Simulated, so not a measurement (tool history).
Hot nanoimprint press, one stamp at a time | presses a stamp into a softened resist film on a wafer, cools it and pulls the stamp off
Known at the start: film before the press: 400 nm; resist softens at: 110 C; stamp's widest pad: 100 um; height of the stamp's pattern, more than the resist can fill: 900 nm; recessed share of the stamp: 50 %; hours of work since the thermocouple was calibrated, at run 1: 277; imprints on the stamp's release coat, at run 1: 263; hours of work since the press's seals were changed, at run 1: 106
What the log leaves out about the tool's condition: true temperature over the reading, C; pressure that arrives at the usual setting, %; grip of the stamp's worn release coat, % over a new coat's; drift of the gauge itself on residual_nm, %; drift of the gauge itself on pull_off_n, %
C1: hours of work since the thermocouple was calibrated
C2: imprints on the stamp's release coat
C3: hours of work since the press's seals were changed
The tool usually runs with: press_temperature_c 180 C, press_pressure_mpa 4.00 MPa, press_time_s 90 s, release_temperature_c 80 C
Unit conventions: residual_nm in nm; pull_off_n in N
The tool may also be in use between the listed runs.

Run 1, hour 0.0: usual settings; C1 277; C2 263; C3 106. Result: residual_nm 136.3 nm, pull_off_n 139 N.
Run 2, hour 76.2: usual settings but release_temperature_c 76 C; C1 317; C2 437; C3 147. Result: residual_nm 135.9 nm, pull_off_n 163 N.
Run 3, hour 121.0: usual settings but release_temperature_c 76 C; C1 341; C2 539; C3 170. Result: residual_nm 136.0 nm, pull_off_n 171 N.
Run 4, hour 207.0: usual settings; C1 387; C2 734; C3 216. Result: residual_nm 134.7 nm, pull_off_n 156 N.
Run 5, hour 251.2: usual settings; C1 410; C2 834; C3 239. Result: residual_nm 133.9 nm, pull_off_n 166 N.
Run 6, hour 302.4: usual settings; C1 438; C2 951; C3 267. Result: residual_nm 134.3 nm, pull_off_n 164 N.
At hour 316.9: plate thermocouple calibrated.
At hour 340.6: stamp cleaned and given a new release coat.
Run 7, hour 397.1: usual settings; C1 39; C2 129; C3 312. Result: residual_nm 127.4 nm, pull_off_n 134 N.
Run 8, hour 465.1: usual settings but release_temperature_c 71 C; C1 76; C2 283; C3 348. Result: residual_nm 127.8 nm, pull_off_n 172 N.
Run 9, hour 504.6: usual settings; C1 97; C2 373; C3 369. Result: residual_nm 127.2 nm, pull_off_n 143 N.
At hour 524.7: plate thermocouple calibrated, once more.
Run 10, hour 585.9: usual settings; C1 33; C2 551; C3 411. Result: residual_nm 145.6 nm, pull_off_n 163 N.
Run 11, hour 628.8: usual settings; C1 55; C2 648; C3 434. Result: residual_nm 144.3 nm, pull_off_n 161 N.
Run 12, hour 704.2: usual settings; C1 95; C2 820; C3 474. Result: residual_nm 143.6 nm, pull_off_n 169 N.
Run 13, hour 783.1: usual settings but press_temperature_c 177 C; C1 137; C2 999; C3 516. Result: residual_nm 166.3 nm, pull_off_n 181 N.
At hour 796.5: stamp cleaned and given a new release coat.
Run 14, hour 835.9: usual settings; C1 162; C2 90; C3 541. Result: residual_nm 144.7 nm, pull_off_n 139 N.
Run 15, hour 921.4: usual settings; C1 208; C2 284; C3 586. Result: residual_nm 142.2 nm, pull_off_n 145 N.
Run 16, hour 981.2: usual settings; C1 239; C2 420; C3 618. Result: residual_nm 141.5 nm, pull_off_n 155 N.

Run 17 comes next. What will it give?
Run 17, hour 1036.2: usual settings but press_pressure_mpa 3.37 MPa; C1 269; C2 545; C3 647. Result: residual_nm ?, pull_off_n ?.

{"run 17": {"residual_nm": 153.3, "pull_off_n": 161}}
With the hidden condition absent and the run-to-run variation left alone, this run would have shown residual_nm 154.0 nm, pull_off_n 141 N.

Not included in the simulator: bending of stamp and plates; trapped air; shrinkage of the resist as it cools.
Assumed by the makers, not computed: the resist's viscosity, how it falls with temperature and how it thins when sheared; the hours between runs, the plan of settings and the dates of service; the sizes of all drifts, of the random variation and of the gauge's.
